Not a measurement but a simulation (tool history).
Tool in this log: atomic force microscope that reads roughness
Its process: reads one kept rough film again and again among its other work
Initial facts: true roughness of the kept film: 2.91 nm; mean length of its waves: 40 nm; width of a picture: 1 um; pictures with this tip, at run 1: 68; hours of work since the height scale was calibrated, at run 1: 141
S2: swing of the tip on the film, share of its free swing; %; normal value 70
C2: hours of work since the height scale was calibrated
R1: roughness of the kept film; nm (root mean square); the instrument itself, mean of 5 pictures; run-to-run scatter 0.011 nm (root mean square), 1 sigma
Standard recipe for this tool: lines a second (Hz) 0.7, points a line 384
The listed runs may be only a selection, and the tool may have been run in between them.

Run 1, hour 0: usual settings; pictures with this tip 68; C2 141. Result: R1 2.669 nm (root mean square).
Run 2, hour 7: usual settings; pictures with this tip 74; C2 146. Result: R1 2.686 nm (root mean square).
Run 3, hour 15.1: usual settings; pictures with this tip 81; C2 150. Result: R1 2.648 nm (root mean square).
Run 4, hour 26.5: usual settings but lines a second (Hz) 2.076; pictures with this tip 91; C2 157. Result: R1 2.572 nm (root mean square).
Run 5, hour 37.3: usual settings but lines a second (Hz) 2.076; pictures with this tip 101; C2 163. Result: R1 2.552 nm (root mean square).
Run 6, hour 46.3: usual settings but lines a second (Hz) 2.076; pictures with this tip 109; C2 168. Result: R1 2.563 nm (root mean square).
Run 7, hour 52.5: usual settings but S2 59 %; pictures with this tip 114; C2 172. Result: R1 2.672 nm (root mean square).
Run 8, hour 63.9: usual settings; pictures with this tip 125; C2 178. Result: R1 2.657 nm (root mean square).
Run 9, hour 69: usual settings but lines a second (Hz) 0.595; pictures with this tip 129; C2 181. Result: R1 2.648 nm (root mean square).
Run 10, hour 79: usual settings but lines a second (Hz) 0.595; pictures with this tip 138; C2 187. Result: R1 2.683 nm (root mean square).
Run 11, hour 89.7: usual settings but S2 86 %; pictures with this tip 148; C2 193. Result: R1 2.587 nm (root mean square).
Run 12, hour 97: usual settings but lines a second (Hz) 3.615; pictures with this tip 154; C2 197. Result: R1 2.472 nm (root mean square).
Run 13, hour 107.7: usual settings but lines a second (Hz) 3.615; pictures with this tip 164; C2 203. Result: R1 2.474 nm (root mean square).
Run 14, hour 118.1: usual settings but lines a second (Hz) 3.615; pictures with this tip 173; C2 209. Result: R1 2.483 nm (root mean square).
Run 15, hour 124.2: usual settings but points a line 427; pictures with this tip 178; C2 213. Result: R1 2.656 nm (root mean square).
Run 16, hour 133.5: usual settings but points a line 427; pictures with this tip 187; C2 218. Result: R1 2.646 nm (root mean square).
Run 17, hour 141.5: usual settings but points a line 427; pictures with this tip 194; C2 223. Result: R1 2.649 nm (root mean square).
Run 18, hour 151.5: usual settings but points a line 345; pictures with this tip 203; C2 229. Result: R1 2.644 nm (root mean square).
Run 19, hour 162.8: usual settings but S2 89 %; pictures with this tip 213; C2 235. Result: R1 2.575 nm (root mean square).
Run 20, hour 169.4: usual settings but S2 89 %; pictures with this tip 218; C2 239. Result: R1 2.564 nm (root mean square).
Run 21, hour 178.6: usual settings but S2 89 %; pictures with this tip 227; C2 244. Result: R1 2.567 nm (root mean square).
Run 22, hour 188.6: usual settings but S2 89 %; pictures with this tip 236; C2 250. Result: R1 2.573 nm (root mean square).
Run 23, hour 194.4: usual settings but S2 89 %; pictures with this tip 241; C2 253. Result: R1 2.57 nm (root mean square).
Run 24, hour 204.4: usual settings but S2 89 %; pictures with this tip 250; C2 259. Result: R1 2.573 nm (root mean square).
Run 25, hour 213.2: usual settings but S2 89 %; pictures with this tip 257; C2 264. Result: R1 2.6 nm (root mean square).
Run 26, hour 221.3: usual settings but lines a second (Hz) 0.757; pictures with this tip 265; C2 269. Result: R1 2.665 nm (root mean square).
Run 27, hour 232.8: usual settings but lines a second (Hz) 0.757; pictures with this tip 275; C2 276. Result: R1 2.636 nm (root mean square).
Run 28, hour 242.1: usual settings but lines a second (Hz) 0.757; pictures with this tip 283; C2 281. Result: R1 2.642 nm (root mean square).
Run 29, hour 251.2: usual settings but lines a second (Hz) 0.757; pictures with this tip 291; C2 286. Result: R1 2.631 nm (root mean square).
Run 30, hour 256.3: usual settings but lines a second (Hz) 0.757; pictures with this tip 296; C2 289. Result: R1 2.641 nm (root mean square).
At hour 259.2: new tip fitted.
Run 31, hour 263.6: usual settings but lines a second (Hz) 0.694, S2 78 %, points a line 649; pictures with this tip 4; C2 293. Result: R1 2.644 nm (root mean square).
Run 32, hour 273: usual settings but lines a second (Hz) 0.694, S2 78 %, points a line 649; pictures with this tip 12; C2 298. Result: R1 2.638 nm (root mean square).
Run 33, hour 283.5: usual settings but points a line 337; pictures with this tip 22; C2 304. Result: R1 2.657 nm (root mean square).
Run 34, hour 290.8: usual settings but lines a second (Hz) 1.433, S2 80 %, points a line 337; pictures with this tip 28; C2 309. Result: R1 2.557 nm (root mean square).
Run 35, hour 297.9: usual settings but lines a second (Hz) 1.433, S2 80 %, points a line 337; pictures with this tip 34; C2 313. Result: R1 2.528 nm (root mean square).
Run 36, hour 308.5: usual settings but lines a second (Hz) 0.816, S2 80 %, points a line 418; pictures with this tip 44; C2 319. Result: R1 2.593 nm (root mean square).
Run 37, hour 314.1: usual settings but lines a second (Hz) 1.282, S2 71 %, points a line 589; pictures with this tip 49; C2 322. Result: R1 2.601 nm (root mean square).
Run 38, hour 323.6: usual settings but points a line 780; pictures with this tip 57; C2 328. Result: R1 2.678 nm (root mean square).
Run 39, hour 332.9: usual settings but lines a second (Hz) 3.456, S2 69 %, points a line 267; pictures with this tip 66; C2 333. Result: R1 2.472 nm (root mean square).
Run 40, hour 339: usual settings but lines a second (Hz) 1.703, S2 67 %, points a line 350; pictures with this tip 71; C2 336. Result: R1 2.589 nm (root mean square).
Run 41, hour 348: usual settings but points a line 458; pictures with this tip 79; C2 342. Result: R1 2.664 nm (root mean square).
Run 42, hour 355.6: usual settings but lines a second (Hz) 0.904, S2 57 %, points a line 458; pictures with this tip 86; C2 346. Result: R1 2.674 nm (root mean square).
Run 43, hour 361.9: usual settings but lines a second (Hz) 2.106, S2 87 %, points a line 283; pictures with this tip 91; C2 350. Result: R1 2.385 nm (root mean square).
Run 44, hour 371.4: usual settings but lines a second (Hz) 1.886, S2 87 %, points a line 349; pictures with this tip 100; C2 355. Result: R1 2.443 nm (root mean square).
Run 45, hour 376.7: usual settings but lines a second (Hz) 0.982, S2 56 %; pictures with this tip 105; C2 358. Result: R1 2.676 nm (root mean square).
Run 46, hour 387.5: usual settings but S2 88 %, points a line 732; pictures with this tip 114; C2 364. Result: R1 2.607 nm (root mean square).
Run 47, hour 398.5: usual settings but lines a second (Hz) 1.531, S2 74 %, points a line 635; pictures with this tip 124; C2 371. Result: R1 2.578 nm (root mean square).
Run 48, hour 405.6: usual settings but lines a second (Hz) 2.083, points a line 466; pictures with this tip 130; C2 375. Result: R1 2.565 nm (root mean square).
Run 49, hour 414.8: usual settings but lines a second (Hz) 1.233, S2 75 %, points a line 671; pictures with this tip 139; C2 380. Result: R1 2.606 nm (root mean square).
Run 50, hour 425.8: usual settings but lines a second (Hz) 1.233, S2 67 %, points a line 671; pictures with this tip 148; C2 386. Result: R1 2.654 nm (root mean square).
Run 51, hour 432.4: usual settings but lines a second (Hz) 0.962, S2 76 %, points a line 671; pictures with this tip 154; C2 390. Result: R1 2.628 nm (root mean square).
Run 52, hour 437.2: usual settings but lines a second (Hz) 2.204, S2 71 %; pictures with this tip 158; C2 393. Result: R1 2.557 nm (root mean square).
Run 53, hour 445.7: usual settings but lines a second (Hz) 2.204, S2 71 %, points a line 855; pictures with this tip 166; C2 398. Result: R1 2.551 nm (root mean square).

Take each entry between the runs: how does the hidden state at the last listed run before it differ from the hidden state at the first listed run after it?
In the gap between runs 30 and 31: new tip fitted (hour 259.2)
  radius of the tip, nm: 10.6 -> 10
  difference, measured minus the result without the unlogged condition, R1: -0.011 -> +0 nm (root mean square)

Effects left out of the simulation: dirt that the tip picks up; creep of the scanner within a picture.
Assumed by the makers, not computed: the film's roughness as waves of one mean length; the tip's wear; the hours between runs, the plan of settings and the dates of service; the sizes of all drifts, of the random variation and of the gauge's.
